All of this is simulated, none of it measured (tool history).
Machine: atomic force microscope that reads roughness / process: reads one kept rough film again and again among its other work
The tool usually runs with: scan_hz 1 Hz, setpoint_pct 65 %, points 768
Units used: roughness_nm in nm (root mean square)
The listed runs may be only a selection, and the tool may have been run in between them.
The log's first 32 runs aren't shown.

run      day  scan_hz  setpoint_pct  points  pictures with this tip  hours of work since the height scale was calibrated  roughness_nm
      66.754  -- new tip fitted
 33   69.025     0.99            65     396                      68                                                  115          1.64
 34   71.142        1            65    1012                     132                                                  141         1.482
 35   72.696        1            65    1012                     178                                                  161         1.359
 36   75.462        1            65    1012                     262                                                  194         1.187
      76.608  -- new tip fitted
 37   77.779     1.26            56     857                      36                                                  223         1.795
 38   80.162     1.26            56     857                     107                                                  252         1.552
 39   82.529        1            75     351                     178                                                  281         1.272
 40   84.508        1            75     351                     238                                                  305         1.176
        86.5  -- new tip fitted
 41   86.942        1            75     351                      14                                                  335         1.745
 42    89.25      0.9            58     768                      83                                                  363         1.647
 43   90.496     1.66            65     768                     120                                                  379         1.463
 44   93.204     0.88            87     329                     202                                                  412         1.186
 45   95.883     2.14            86     259                     283                                                  445           0.9
      96.271  -- new tip fitted
 46    97.45     2.23            76     848                      36                                                  464         1.516
 47   99.812     1.94            67     768                     107                                                  493         1.436
 48  101.529     2.14            83     697                     159                                                  514         1.126
 49  103.692     2.14            66     703                     224                                                  540         1.183
 50  105.833        1            65     344                     288                                                  567         1.124

Predict the results of run 51:
         106  -- new tip fitted
 51  107.417        1            65     344                      43                                                  586             ?

Run 51 came out at roughness_nm 1.705 nm (root mean square).
With the hidden condition absent and the run-to-run variation left alone, this run would have shown roughness_nm 1.878 nm (root mean square).

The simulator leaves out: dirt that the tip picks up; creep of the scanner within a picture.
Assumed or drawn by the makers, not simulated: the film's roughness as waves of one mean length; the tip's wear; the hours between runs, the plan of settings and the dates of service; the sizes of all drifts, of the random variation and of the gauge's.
